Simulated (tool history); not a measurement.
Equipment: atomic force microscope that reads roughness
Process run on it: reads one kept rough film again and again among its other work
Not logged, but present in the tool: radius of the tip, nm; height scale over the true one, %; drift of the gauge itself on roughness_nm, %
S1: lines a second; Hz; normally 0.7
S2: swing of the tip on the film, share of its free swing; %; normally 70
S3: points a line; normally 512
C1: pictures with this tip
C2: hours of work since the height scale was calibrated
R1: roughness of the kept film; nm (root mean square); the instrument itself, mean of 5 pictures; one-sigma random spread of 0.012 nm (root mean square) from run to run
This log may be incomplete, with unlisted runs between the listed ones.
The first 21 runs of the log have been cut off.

Run 22, hour 331.5: usual settings but S3 975; C1 36; C2 280. Result: R1 2.831 nm (root mean square).
Run 23, hour 344.2: usual settings but S3 975; C1 59; C2 287. Result: R1 2.822 nm (root mean square).
Run 24, hour 358.3: usual settings but S1 2.536 Hz, S3 808; C1 84; C2 294. Result: R1 2.559 nm (root mean square).
Run 25, hour 374.6: usual settings but S1 2.536 Hz, S3 808; C1 113; C2 302. Result: R1 2.515 nm (root mean square).
Run 26, hour 395.6: usual settings but S1 2.536 Hz, S3 808; C1 150; C2 313. Result: R1 2.53 nm (root mean square).
At hour 399.7: new tip fitted.
Run 27, hour 408.9: usual settings but S1 0.952 Hz, S2 75 %, S3 808; C1 16; C2 320. Result: R1 2.752 nm (root mean square).
Run 28, hour 426.7: usual settings but S1 0.987 Hz, S3 772; C1 48; C2 329. Result: R1 2.784 nm (root mean square).
Run 29, hour 444.3: usual settings but S2 83 %; C1 79; C2 338. Result: R1 2.699 nm (root mean square).
Run 30, hour 458.4: usual settings but S1 2.493 Hz, S2 68 %; C1 104; C2 346. Result: R1 2.57 nm (root mean square).
Run 31, hour 473.6: usual settings but S1 1.311 Hz, S2 80 %, S3 969; C1 131; C2 353. Result: R1 2.59 nm (root mean square).
At hour 488.6: new tip fitted.
Run 32, hour 493.6: usual settings but S1 0.642 Hz, S3 317; C1 9; C2 363. Result: R1 2.852 nm (root mean square).
Run 33, hour 505.9: usual settings but S2 90 %, S3 515; C1 31; C2 370. Result: R1 2.613 nm (root mean square).
Run 34, hour 519.9: usual settings but S1 0.741 Hz, S2 69 %, S3 699; C1 56; C2 377. Result: R1 2.814 nm (root mean square).

Predict the results of run 35:
Run 35, hour 529: usual settings but S1 1.756 Hz, S3 612; C1 72; C2 382. Result: R1 ?.

R1: 2.646 nm (root mean square)
The same run, on a tool lacking any hidden state, would have yielded R1 2.649 nm (root mean square).

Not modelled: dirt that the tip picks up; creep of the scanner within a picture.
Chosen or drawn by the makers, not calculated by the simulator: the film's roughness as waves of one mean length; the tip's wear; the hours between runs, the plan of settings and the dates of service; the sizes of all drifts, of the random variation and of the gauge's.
